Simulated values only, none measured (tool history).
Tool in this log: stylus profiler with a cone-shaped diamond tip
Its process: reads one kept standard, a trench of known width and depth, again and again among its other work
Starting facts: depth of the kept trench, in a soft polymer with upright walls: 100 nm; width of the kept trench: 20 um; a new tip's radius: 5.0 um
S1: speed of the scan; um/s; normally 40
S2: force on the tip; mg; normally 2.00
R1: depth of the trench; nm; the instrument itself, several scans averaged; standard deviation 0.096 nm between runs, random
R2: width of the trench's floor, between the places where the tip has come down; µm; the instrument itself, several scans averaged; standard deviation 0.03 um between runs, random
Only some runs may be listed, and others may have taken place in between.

run	day	S1	S2	R1	R2
1	0.000	40	2.00	100.63	16.95
2	2.412	40	2.00	100.74	16.97
3	4.917	40	1.51	100.47	16.96
4	8.296	40	2.00	100.53	16.95
5	12.462	40	2.00	100.57	16.92
6	15.188	40	2.00	100.53	16.89
7	19.371	40	2.00	100.57	16.84
8	23.496	40	2.00	100.65	16.84
9	25.608	40	2.00	100.52	16.83
10	27.967	40	2.00	100.80	16.85
11	31.642	40	2.00	100.69	16.73
12	33.671	74	3.31	101.04	16.67
13	37.871	81	2.00	100.77	16.57
14	42.008	99	1.08	100.61	16.35
15	45.142	18	4.47	101.17	16.82
16	48.588	115	1.14	100.71	16.21
17	52.738	115	1.14	100.62	16.17
18	56.050	115	1.14	100.71	16.12
# day 56.712: new tip fitted, height scale calibrated
19	58.746	115	1.14	100.40	17.38
20	61.688	150	2.00	100.65	17.35

What would each run have given without the hidden state, its run-to-run variation left as it was?
The hidden state here: radius of the tip, um; height scale over the true one, %; drift of the gauge itself on depth_nm, %; drift of the gauge itself on floor_um, %.
run	R1	R2
1	100.61	17.81
2	100.71	17.85
3	100.43	17.85
4	100.47	17.86
5	100.48	17.87
6	100.43	17.86
7	100.45	17.83
8	100.51	17.85
9	100.37	17.86
10	100.64	17.89
11	100.51	17.79
12	100.85	17.75
13	100.55	17.67
14	100.37	17.48
15	100.91	17.97
16	100.43	17.38
17	100.33	17.37
18	100.40	17.33
19	100.33	17.39
20	100.56	17.39
